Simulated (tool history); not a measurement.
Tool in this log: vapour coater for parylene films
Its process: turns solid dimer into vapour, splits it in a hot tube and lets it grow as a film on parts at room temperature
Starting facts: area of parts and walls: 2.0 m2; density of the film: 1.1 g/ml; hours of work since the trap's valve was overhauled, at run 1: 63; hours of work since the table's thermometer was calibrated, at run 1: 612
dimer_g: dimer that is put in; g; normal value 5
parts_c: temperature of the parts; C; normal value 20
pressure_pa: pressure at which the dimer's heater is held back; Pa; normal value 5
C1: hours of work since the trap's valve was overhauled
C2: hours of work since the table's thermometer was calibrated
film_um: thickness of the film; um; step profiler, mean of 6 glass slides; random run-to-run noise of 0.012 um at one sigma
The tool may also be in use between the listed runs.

run 1 day=0 | dimer_g=5 parts_c=20 pressure_pa=5 | C1=63 C2=612 | film_um=1.35
run 2 day=1.012 | dimer_g=5 parts_c=20 pressure_pa=5 | C1=79 C2=628 | film_um=1.34
run 3 day=1.588 | dimer_g=5 parts_c=20 pressure_pa=5 | C1=88 C2=638 | film_um=1.34
run 4 day=2.567 | dimer_g=5 parts_c=20 pressure_pa=5 | C1=104 C2=653 | film_um=1.32
run 5 day=3.779 | dimer_g=5 parts_c=20 pressure_pa=5 | C1=124 C2=673 | film_um=1.32
run 6 day=4.512 | dimer_g=5 parts_c=20 pressure_pa=5 | C1=136 C2=685 | film_um=1.33
run 7 day=5.096 | dimer_g=5 parts_c=20 pressure_pa=5 | C1=145 C2=694 | film_um=1.31
run 8 day=5.683 | dimer_g=5 parts_c=20 pressure_pa=5 | C1=155 C2=704 | film_um=1.3
run 9 day=6.629 | dimer_g=5 parts_c=28 pressure_pa=2.81 | C1=170 C2=719 | film_um=1.21
run 10 day=8.021 | dimer_g=3 parts_c=20 pressure_pa=2.19 | C1=192 C2=742 | film_um=0.89
run 11 day=8.683 | dimer_g=3 parts_c=20 pressure_pa=2.19 | C1=203 C2=752 | film_um=0.88
run 12 day=9.675 | dimer_g=4 parts_c=24 pressure_pa=6.64 | C1=219 C2=768 | film_um=0.9

Each row is a separate what-if for the run after 12, all from the same tool condition, not one after another. Results?
run A day=10.608 | dimer_g=5 parts_c=29 pressure_pa=5 | C1=234 C2=783 | film_um=?
run B day=10.608 | dimer_g=4 parts_c=17 pressure_pa=7.51 | C1=234 C2=783 | film_um=?
run C day=10.608 | dimer_g=4 parts_c=22 pressure_pa=3.47 | C1=234 C2=783 | film_um=?
run D day=10.608 | dimer_g=5 parts_c=20 pressure_pa=5 | C1=234 C2=783 | film_um=?
run E day=10.608 | dimer_g=5 parts_c=24 pressure_pa=6.64 | C1=234 C2=783 | film_um=?

run=A film_um=1.06
run=B film_um=1.03
run=C film_um=1.05
run=D film_um=1.28
run=E film_um=1.15
What these runs would have given with no unlogged condition in the tool:
run=A film_um=1.13
run=B film_um=1.1
run=C film_um=1.12
run=D film_um=1.37
run=E film_um=1.23
